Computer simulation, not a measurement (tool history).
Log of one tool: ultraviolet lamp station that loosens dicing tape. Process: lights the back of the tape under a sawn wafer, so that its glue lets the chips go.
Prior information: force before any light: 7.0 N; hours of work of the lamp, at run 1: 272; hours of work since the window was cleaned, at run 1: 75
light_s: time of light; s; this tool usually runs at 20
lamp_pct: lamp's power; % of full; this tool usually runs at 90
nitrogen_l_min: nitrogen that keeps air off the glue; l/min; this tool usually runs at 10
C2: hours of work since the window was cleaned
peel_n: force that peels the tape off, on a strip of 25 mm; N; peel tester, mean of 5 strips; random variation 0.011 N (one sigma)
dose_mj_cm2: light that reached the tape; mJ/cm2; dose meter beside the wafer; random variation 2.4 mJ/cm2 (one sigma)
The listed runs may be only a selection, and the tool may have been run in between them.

{"run": 1, "hour": 0.0, "light_s": 20, "lamp_pct": 90, "nitrogen_l_min": 10, "hours of work of the lamp": 272, "C2": 75, "peel_n": 0.596, "dose_mj_cm2": 225}
{"run": 2, "hour": 38.2, "light_s": 20, "lamp_pct": 90, "nitrogen_l_min": 10, "hours of work of the lamp": 299, "C2": 102, "peel_n": 0.637, "dose_mj_cm2": 221}
{"run": 3, "hour": 104.9, "light_s": 20, "lamp_pct": 90, "nitrogen_l_min": 10, "hours of work of the lamp": 346, "C2": 149, "peel_n": 0.674, "dose_mj_cm2": 211}
{"run": 4, "hour": 151.6, "light_s": 20, "lamp_pct": 90, "nitrogen_l_min": 10, "hours of work of the lamp": 379, "C2": 182, "peel_n": 0.707, "dose_mj_cm2": 206}
{"run": 5, "hour": 204.6, "light_s": 20, "lamp_pct": 90, "nitrogen_l_min": 10, "hours of work of the lamp": 416, "C2": 219, "peel_n": 0.745, "dose_mj_cm2": 201}
{"run": 6, "hour": 255.4, "light_s": 20, "lamp_pct": 90, "nitrogen_l_min": 10, "hours of work of the lamp": 452, "C2": 255, "peel_n": 0.799, "dose_mj_cm2": 196}
{"run": 7, "hour": 288.5, "light_s": 14, "lamp_pct": 90, "nitrogen_l_min": 10, "hours of work of the lamp": 475, "C2": 278, "peel_n": 1.453, "dose_mj_cm2": 138}
{"hour": 332.9, "done": "window cleaned of glue's vapour"}
{"run": 8, "hour": 332.9, "light_s": 20, "lamp_pct": 90, "nitrogen_l_min": 10, "hours of work of the lamp": 506, "C2": 0, "peel_n": 0.904, "dose_mj_cm2": 179}
{"run": 9, "hour": 375.4, "light_s": 37, "lamp_pct": 90, "nitrogen_l_min": 10, "hours of work of the lamp": 536, "C2": 30, "peel_n": 0.303, "dose_mj_cm2": 334}
{"run": 10, "hour": 417.4, "light_s": 37, "lamp_pct": 90, "nitrogen_l_min": 10, "hours of work of the lamp": 565, "C2": 59, "peel_n": 0.294, "dose_mj_cm2": 320}
{"run": 11, "hour": 475.3, "light_s": 37, "lamp_pct": 90, "nitrogen_l_min": 10, "hours of work of the lamp": 606, "C2": 100, "peel_n": 0.329, "dose_mj_cm2": 316}
{"run": 12, "hour": 509.1, "light_s": 37, "lamp_pct": 90, "nitrogen_l_min": 10, "hours of work of the lamp": 630, "C2": 124, "peel_n": 0.331, "dose_mj_cm2": 305}
{"run": 13, "hour": 564.0, "light_s": 37, "lamp_pct": 90, "nitrogen_l_min": 10, "hours of work of the lamp": 669, "C2": 163, "peel_n": 0.337, "dose_mj_cm2": 297}
{"run": 14, "hour": 635.6, "light_s": 37, "lamp_pct": 90, "nitrogen_l_min": 10, "hours of work of the lamp": 719, "C2": 213, "peel_n": 0.364, "dose_mj_cm2": 284}
{"run": 15, "hour": 689.5, "light_s": 37, "lamp_pct": 90, "nitrogen_l_min": 10, "hours of work of the lamp": 757, "C2": 251, "peel_n": 0.379, "dose_mj_cm2": 283}
{"hour": 705.1, "done": "window cleaned of glue's vapour, once more"}
{"run": 16, "hour": 762.8, "light_s": 20, "lamp_pct": 90, "nitrogen_l_min": 4, "hours of work of the lamp": 808, "C2": 41, "peel_n": 1.533, "dose_mj_cm2": 189}
{"run": 17, "hour": 816.2, "light_s": 20, "lamp_pct": 90, "nitrogen_l_min": 4, "hours of work of the lamp": 846, "C2": 78, "peel_n": 1.572, "dose_mj_cm2": 182}
{"run": 18, "hour": 888.0, "light_s": 20, "lamp_pct": 90, "nitrogen_l_min": 4, "hours of work of the lamp": 896, "C2": 129, "peel_n": 1.622, "dose_mj_cm2": 179}
{"run": 19, "hour": 932.5, "light_s": 20, "lamp_pct": 90, "nitrogen_l_min": 4, "hours of work of the lamp": 928, "C2": 160, "peel_n": 1.768, "dose_mj_cm2": 176}
{"run": 20, "hour": 1004.5, "light_s": 39, "lamp_pct": 90, "nitrogen_l_min": 10, "hours of work of the lamp": 978, "C2": 211, "peel_n": 0.291, "dose_mj_cm2": 325}
{"run": 21, "hour": 1074.1, "light_s": 39, "lamp_pct": 90, "nitrogen_l_min": 10, "hours of work of the lamp": 1027, "C2": 260, "peel_n": 0.319, "dose_mj_cm2": 320}
{"run": 22, "hour": 1139.6, "light_s": 12, "lamp_pct": 68, "nitrogen_l_min": 10, "hours of work of the lamp": 1073, "C2": 306, "peel_n": 2.96, "dose_mj_cm2": 72}
{"hour": 1143.8, "done": "window cleaned of glue's vapour"}
{"run": 23, "hour": 1184.0, "light_s": 16, "lamp_pct": 71, "nitrogen_l_min": 8, "hours of work of the lamp": 1104, "C2": 28, "peel_n": 2.199, "dose_mj_cm2": 108}
{"run": 24, "hour": 1250.0, "light_s": 23, "lamp_pct": 79, "nitrogen_l_min": 8, "hours of work of the lamp": 1151, "C2": 75, "peel_n": 1.179, "dose_mj_cm2": 168}
{"run": 25, "hour": 1286.2, "light_s": 23, "lamp_pct": 79, "nitrogen_l_min": 8, "hours of work of the lamp": 1176, "C2": 100, "peel_n": 1.201, "dose_mj_cm2": 166}
{"run": 26, "hour": 1320.6, "light_s": 23, "lamp_pct": 79, "nitrogen_l_min": 8, "hours of work of the lamp": 1201, "C2": 124, "peel_n": 1.277, "dose_mj_cm2": 164}
{"run": 27, "hour": 1388.8, "light_s": 23, "lamp_pct": 79, "nitrogen_l_min": 8, "hours of work of the lamp": 1249, "C2": 172, "peel_n": 1.342, "dose_mj_cm2": 159}
{"run": 28, "hour": 1442.9, "light_s": 39, "lamp_pct": 79, "nitrogen_l_min": 8, "hours of work of the lamp": 1287, "C2": 211, "peel_n": 0.555, "dose_mj_cm2": 259}
{"run": 29, "hour": 1505.0, "light_s": 39, "lamp_pct": 79, "nitrogen_l_min": 8, "hours of work of the lamp": 1330, "C2": 254, "peel_n": 0.556, "dose_mj_cm2": 246}
{"run": 30, "hour": 1553.4, "light_s": 31, "lamp_pct": 93, "nitrogen_l_min": 8, "hours of work of the lamp": 1364, "C2": 288, "peel_n": 0.707, "dose_mj_cm2": 227}
{"hour": 1586.4, "done": "window cleaned of glue's vapour"}
{"run": 31, "hour": 1615.0, "light_s": 22, "lamp_pct": 93, "nitrogen_l_min": 6, "hours of work of the lamp": 1407, "C2": 20, "peel_n": 1.366, "dose_mj_cm2": 175}
{"run": 32, "hour": 1667.6, "light_s": 31, "lamp_pct": 65, "nitrogen_l_min": 7, "hours of work of the lamp": 1444, "C2": 57, "peel_n": 1.279, "dose_mj_cm2": 166}
{"run": 33, "hour": 1708.9, "light_s": 15, "lamp_pct": 74, "nitrogen_l_min": 5, "hours of work of the lamp": 1473, "C2": 86, "peel_n": 3.166, "dose_mj_cm2": 85}
{"run": 34, "hour": 1771.2, "light_s": 15, "lamp_pct": 74, "nitrogen_l_min": 5, "hours of work of the lamp": 1517, "C2": 130, "peel_n": 3.265, "dose_mj_cm2": 88}
{"run": 35, "hour": 1828.3, "light_s": 15, "lamp_pct": 74, "nitrogen_l_min": 5, "hours of work of the lamp": 1558, "C2": 170, "peel_n": 3.223, "dose_mj_cm2": 85}
{"hour": 1833.8, "done": "lamp changed"}
{"run": 36, "hour": 1885.9, "light_s": 15, "lamp_pct": 74, "nitrogen_l_min": 5, "hours of work of the lamp": 37, "C2": 210, "peel_n": 2.041, "dose_mj_cm2": 136}
{"run": 37, "hour": 1947.1, "light_s": 19, "lamp_pct": 77, "nitrogen_l_min": 9, "hours of work of the lamp": 80, "C2": 253, "peel_n": 1.035, "dose_mj_cm2": 173}
{"run": 38, "hour": 1985.3, "light_s": 20, "lamp_pct": 85, "nitrogen_l_min": 4, "hours of work of the lamp": 107, "C2": 280, "peel_n": 1.402, "dose_mj_cm2": 191}
{"run": 39, "hour": 2016.1, "light_s": 20, "lamp_pct": 82, "nitrogen_l_min": 10, "hours of work of the lamp": 128, "C2": 302, "peel_n": 0.837, "dose_mj_cm2": 188}
{"hour": 2025.9, "done": "window cleaned of glue's vapour"}
{"run": 40, "hour": 2084.6, "light_s": 10, "lamp_pct": 90, "nitrogen_l_min": 4, "hours of work of the lamp": 176, "C2": 41, "peel_n": 2.78, "dose_mj_cm2": 114}
{"run": 41, "hour": 2121.8, "light_s": 31, "lamp_pct": 77, "nitrogen_l_min": 4, "hours of work of the lamp": 202, "C2": 67, "peel_n": 0.732, "dose_mj_cm2": 298}
{"run": 42, "hour": 2187.1, "light_s": 20, "lamp_pct": 90, "nitrogen_l_min": 8, "hours of work of the lamp": 248, "C2": 113, "peel_n": 0.759, "dose_mj_cm2": 217}

3 ways to go on from here, each from the tool as it stands after run 42. What would each give?
{"run": "A", "hour": 2236.6, "light_s": 20, "lamp_pct": 90, "nitrogen_l_min": 3, "hours of work of the lamp": 283, "C2": 148, "peel_n": "?", "dose_mj_cm2": "?"}
{"run": "B", "hour": 2236.6, "light_s": 20, "lamp_pct": 62, "nitrogen_l_min": 10, "hours of work of the lamp": 283, "C2": 148, "peel_n": "?", "dose_mj_cm2": "?"}
{"run": "C", "hour": 2236.6, "light_s": 15, "lamp_pct": 84, "nitrogen_l_min": 8, "hours of work of the lamp": 283, "C2": 148, "peel_n": "?", "dose_mj_cm2": "?"}

run=A peel_n=1.551 dose_mj_cm2=209
run=B peel_n=1.324 dose_mj_cm2=147
run=C peel_n=1.441 dose_mj_cm2=146
What these runs would have given with no unlogged condition in the tool:
run=A peel_n=1.210 dose_mj_cm2=247
run=B peel_n=1.008 dose_mj_cm2=173
run=C peel_n=1.114 dose_mj_cm2=172
